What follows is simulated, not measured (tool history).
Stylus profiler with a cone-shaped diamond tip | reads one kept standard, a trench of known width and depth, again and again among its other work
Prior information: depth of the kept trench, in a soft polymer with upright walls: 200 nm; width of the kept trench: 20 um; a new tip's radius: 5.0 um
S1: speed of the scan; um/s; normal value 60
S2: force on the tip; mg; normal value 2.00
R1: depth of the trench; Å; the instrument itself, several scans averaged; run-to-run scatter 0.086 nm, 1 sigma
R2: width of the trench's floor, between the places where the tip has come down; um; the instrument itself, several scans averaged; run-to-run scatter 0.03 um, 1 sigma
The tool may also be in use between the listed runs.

run	day	S1	S2	R1	R2
1	0.000	60	2.00	2006.2	15.55
2	0.571	60	2.00	2006.1	15.53
3	1.729	60	2.00	2005.3	15.49
4	2.571	60	2.00	2005.0	15.47
5	3.188	60	2.00	2004.1	15.53
6	4.292	60	2.00	2005.4	15.48
7	5.362	60	2.00	2004.2	15.42
8	6.004	60	2.00	2005.5	15.46
9	6.600	60	2.00	2003.5	15.49
10	7.654	60	3.68	2011.9	15.48
# day 7.783: height scale calibrated on a step standard
11	8.800	60	2.00	2003.2	15.40
12	9.967	60	2.00	2002.7	15.36
13	10.796	18	2.23	2003.0	15.45
14	11.650	18	2.23	2003.2	15.52

Run 15 is up next; what results do you expect?
15	12.725	18	2.23	?	?

Run 15 produced R1 2003.9 Å, R2 15.50 um.
Minus the tool's unlogged condition, the same run would have read R1 2014.6 Å, R2 17.20 um.
